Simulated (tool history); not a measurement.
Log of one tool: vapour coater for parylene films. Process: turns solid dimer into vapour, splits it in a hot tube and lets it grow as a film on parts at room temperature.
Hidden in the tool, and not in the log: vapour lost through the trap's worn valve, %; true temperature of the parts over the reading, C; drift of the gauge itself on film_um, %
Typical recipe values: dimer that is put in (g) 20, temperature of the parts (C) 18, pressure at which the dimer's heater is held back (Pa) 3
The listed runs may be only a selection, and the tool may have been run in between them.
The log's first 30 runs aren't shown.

run   hour  dimer that is put in (g)  temperature of the parts (C)  pressure at which the dimer's heater is held back (Pa)  hours of work since the trap's valve was overhauled  hours of work since the table's thermometer was calibrated  thickness of the film (um)
 31  404.3                        27                            29                                                    5.03                                                  103                                                         581                        4.84
 32  420.9                        27                            29                                                    5.03                                                  112                                                         590                        4.88
 33  431.3                        14                            12                                                    2.29                                                  118                                                         595                        6.03
 34  443.6                        14                            12                                                    5.89                                                  124                                                         602                         4.8
 35  461.4                        13                            22                                                    4.33                                                  134                                                         611                        3.25
 36  471.9                        13                            22                                                    4.33                                                  139                                                         617                        3.25
 37    482                         9                            18                                                    4.33                                                  145                                                         622                        2.58
 38  497.3                        17                            18                                                     7.4                                                  153                                                         630                        4.33
 39    515                        32                            18                                                       3                                                  162                                                         640                        9.92
 40  527.1                        20                            11                                                     3.7                                                  169                                                         646                         7.9
 41  539.1                        20                            11                                                     3.7                                                  175                                                         653                        7.97

Alternative continuations, all from the tool just after run 41; predict every row:
  A  547.5                        20                            27                                                   10.49                                                  180                                                         657                           ?
  B  547.5                        29                            18                                                       3                                                  180                                                         657                           ?
  C  547.5                        20                            18                                                    8.32                                                  180                                                         657                           ?
  D  547.5                        17                            10                                                    2.69                                                  180                                                         657                           ?
  E  547.5                        16                            18                                                    9.46                                                  180                                                         657                           ?

run  thickness of the film (um)
  A                        3.27
  B                        9.27
  C                         4.9
  D                         7.5
  E                        3.84
What these runs would have given with no unlogged condition in the tool:
run  thickness of the film (um)
  A                        3.27
  B                        9.28
  C                         4.9
  D                        7.52
  E                        3.84
